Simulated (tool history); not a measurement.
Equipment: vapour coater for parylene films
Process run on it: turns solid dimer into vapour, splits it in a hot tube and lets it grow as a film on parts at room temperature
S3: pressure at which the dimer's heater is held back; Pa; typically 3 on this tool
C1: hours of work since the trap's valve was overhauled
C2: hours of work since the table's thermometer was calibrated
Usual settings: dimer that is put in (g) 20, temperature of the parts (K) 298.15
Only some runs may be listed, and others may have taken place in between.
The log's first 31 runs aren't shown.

run 32 hour=926 | dimer_that_is_put_in_(g)=8 temperature_of_the_parts_(K)=301.15 S3=2.71 | C1=241 C2=236 | thickness_of_the_film_(µm)=1.69
run 33 hour=964.8 | dimer_that_is_put_in_(g)=8 temperature_of_the_parts_(K)=297.15 S3=6.63 | C1=274 C2=268 | thickness_of_the_film_(µm)=1.73
run 34 hour=996.8 | dimer_that_is_put_in_(g)=12 temperature_of_the_parts_(K)=305.15 S3=9.96 | C1=301 C2=296 | thickness_of_the_film_(µm)=2.04
run 35 hour=1023.4 | dimer_that_is_put_in_(g)=34 temperature_of_the_parts_(K)=298.15 S3=4.49 | C1=323 C2=318 | thickness_of_the_film_(µm)=7.4
run 36 hour=1049.9 | dimer_that_is_put_in_(g)=19 temperature_of_the_parts_(K)=298.15 S3=5.63 | C1=346 C2=341 | thickness_of_the_film_(µm)=4.04
run 37 hour=1067.6 | dimer_that_is_put_in_(g)=18 temperature_of_the_parts_(K)=298.15 S3=3 | C1=361 C2=356 | thickness_of_the_film_(µm)=3.99
run 38 hour=1085 | dimer_that_is_put_in_(g)=26 temperature_of_the_parts_(K)=296.15 S3=3 | C1=376 C2=370 | thickness_of_the_film_(µm)=6.06
run 39 hour=1120.5 | dimer_that_is_put_in_(g)=13 temperature_of_the_parts_(K)=309.15 S3=8.7 | C1=406 C2=401 | thickness_of_the_film_(µm)=1.94
run 40 hour=1159.1 | dimer_that_is_put_in_(g)=13 temperature_of_the_parts_(K)=309.15 S3=8.7 | C1=439 C2=433 | thickness_of_the_film_(µm)=1.95
run 41 hour=1183.3 | dimer_that_is_put_in_(g)=11 temperature_of_the_parts_(K)=305.15 S3=10.15 | C1=459 C2=454 | thickness_of_the_film_(µm)=1.78
-- hour=1194.1 trap's valve overhauled
run 42 hour=1206.4 | dimer_that_is_put_in_(g)=19 temperature_of_the_parts_(K)=297.15 S3=3 | C1=10 C2=470 | thickness_of_the_film_(µm)=4.64
run 43 hour=1226.8 | dimer_that_is_put_in_(g)=9 temperature_of_the_parts_(K)=304.15 S3=3.87 | C1=28 C2=487 | thickness_of_the_film_(µm)=1.75
run 44 hour=1246.9 | dimer_that_is_put_in_(g)=9 temperature_of_the_parts_(K)=304.15 S3=3.87 | C1=45 C2=504 | thickness_of_the_film_(µm)=1.75
run 45 hour=1278.2 | dimer_that_is_put_in_(g)=20 temperature_of_the_parts_(K)=297.15 S3=3 | C1=71 C2=531 | thickness_of_the_film_(µm)=4.79
run 46 hour=1314.6 | dimer_that_is_put_in_(g)=20 temperature_of_the_parts_(K)=297.15 S3=4.42 | C1=102 C2=562 | thickness_of_the_film_(µm)=4.62
run 47 hour=1345.7 | dimer_that_is_put_in_(g)=20 temperature_of_the_parts_(K)=297.15 S3=4.42 | C1=129 C2=588 | thickness_of_the_film_(µm)=4.6

4 ways to go on from here, each from the tool as it stands after run 47. What would each give?
run A hour=1363.4 | dimer_that_is_put_in_(g)=10 temperature_of_the_parts_(K)=298.15 S3=3 | C1=144 C2=603 | thickness_of_the_film_(µm)=?
run B hour=1363.4 | dimer_that_is_put_in_(g)=9 temperature_of_the_parts_(K)=295.15 S3=4.23 | C1=144 C2=603 | thickness_of_the_film_(µm)=?
run C hour=1363.4 | dimer_that_is_put_in_(g)=27 temperature_of_the_parts_(K)=304.15 S3=3 | C1=144 C2=603 | thickness_of_the_film_(µm)=?
run D hour=1363.4 | dimer_that_is_put_in_(g)=17 temperature_of_the_parts_(K)=309.15 S3=3 | C1=144 C2=603 | thickness_of_the_film_(µm)=?

run=A thickness_of_the_film_(µm)=2.31
run=B thickness_of_the_film_(µm)=2.19
run=C thickness_of_the_film_(µm)=5.29
run=D thickness_of_the_film_(µm)=2.88
With the hidden condition removed and each run's random variation left untouched, the same runs would have given:
run=A thickness_of_the_film_(µm)=2.41
run=B thickness_of_the_film_(µm)=2.28
run=C thickness_of_the_film_(µm)=5.53
run=D thickness_of_the_film_(µm)=3.01

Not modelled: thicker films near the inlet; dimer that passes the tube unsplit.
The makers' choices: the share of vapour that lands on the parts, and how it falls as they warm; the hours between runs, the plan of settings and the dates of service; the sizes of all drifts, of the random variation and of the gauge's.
